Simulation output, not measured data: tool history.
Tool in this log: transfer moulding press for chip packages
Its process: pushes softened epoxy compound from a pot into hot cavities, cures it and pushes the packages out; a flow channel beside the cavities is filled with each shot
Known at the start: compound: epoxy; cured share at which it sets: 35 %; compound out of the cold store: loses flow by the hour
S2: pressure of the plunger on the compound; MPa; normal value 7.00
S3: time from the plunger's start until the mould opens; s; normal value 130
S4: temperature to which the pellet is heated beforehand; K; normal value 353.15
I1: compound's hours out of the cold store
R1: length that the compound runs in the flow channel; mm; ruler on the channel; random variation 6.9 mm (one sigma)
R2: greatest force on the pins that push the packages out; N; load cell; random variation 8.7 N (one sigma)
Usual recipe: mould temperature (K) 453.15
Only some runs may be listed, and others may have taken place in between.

run 1 hour=0.0 | mould_temperature_(K)=453.15 S2=7.00 S3=130 S4=353.15 | I1=22.3 | R1=905 R2=412
-- hour=6.0 cavities cleaned with cleaning compound and waxed
-- hour=45.7 cavities cleaned with cleaning compound and waxed
run 2 hour=47.8 | mould_temperature_(K)=453.15 S2=7.00 S3=130 S4=353.15 | I1=41.1 | R1=806 R2=389
-- hour=86.0 cavities cleaned with cleaning compound and waxed
run 3 hour=102.9 | mould_temperature_(K)=453.15 S2=7.00 S3=130 S4=353.15 | I1=21.2 | R1=911 R2=435
-- hour=129.3 cavities cleaned with cleaning compound and waxed
-- hour=137.2 plunger's sealing rings changed
-- hour=170.0 mould's thermocouples calibrated
-- hour=176.4 cavities cleaned with cleaning compound and waxed
run 4 hour=176.4 | mould_temperature_(K)=453.15 S2=7.00 S3=130 S4=353.15 | I1=45.0 | R1=781 R2=384
run 5 hour=209.1 | mould_temperature_(K)=453.15 S2=7.00 S3=130 S4=353.15 | I1=22.7 | R1=905 R2=421
-- hour=220.1 cavities cleaned with cleaning compound and waxed
run 6 hour=240.2 | mould_temperature_(K)=453.15 S2=6.54 S3=130 S4=353.15 | I1=17.8 | R1=903 R2=413
-- hour=261.3 cavities cleaned with cleaning compound and waxed
run 7 hour=286.9 | mould_temperature_(K)=453.15 S2=6.54 S3=130 S4=353.15 | I1=23.4 | R1=879 R2=415
-- hour=302.1 cavities cleaned with cleaning compound and waxed
-- hour=342.4 cavities cleaned with cleaning compound and waxed
run 8 hour=354.3 | mould_temperature_(K)=453.15 S2=6.54 S3=130 S4=353.15 | I1=34.3 | R1=807 R2=412
-- hour=383.6 cavities cleaned with cleaning compound and waxed
run 9 hour=401.5 | mould_temperature_(K)=453.15 S2=7.00 S3=116 S4=344.15 | I1=10.8 | R1=968 R2=552

Run 10 comes next. What will it give?
-- hour=426.1 cavities cleaned with cleaning compound and waxed
run 10 hour=452.4 | mould_temperature_(K)=453.15 S2=6.89 S3=154 S4=344.15 | I1=35.7 | R1=? R2=?

Logged for run 10: R1 827 mm, R2 340 N.
Had the tool carried no hidden state, the very same run would have given R1 829 mm, R2 336 N.

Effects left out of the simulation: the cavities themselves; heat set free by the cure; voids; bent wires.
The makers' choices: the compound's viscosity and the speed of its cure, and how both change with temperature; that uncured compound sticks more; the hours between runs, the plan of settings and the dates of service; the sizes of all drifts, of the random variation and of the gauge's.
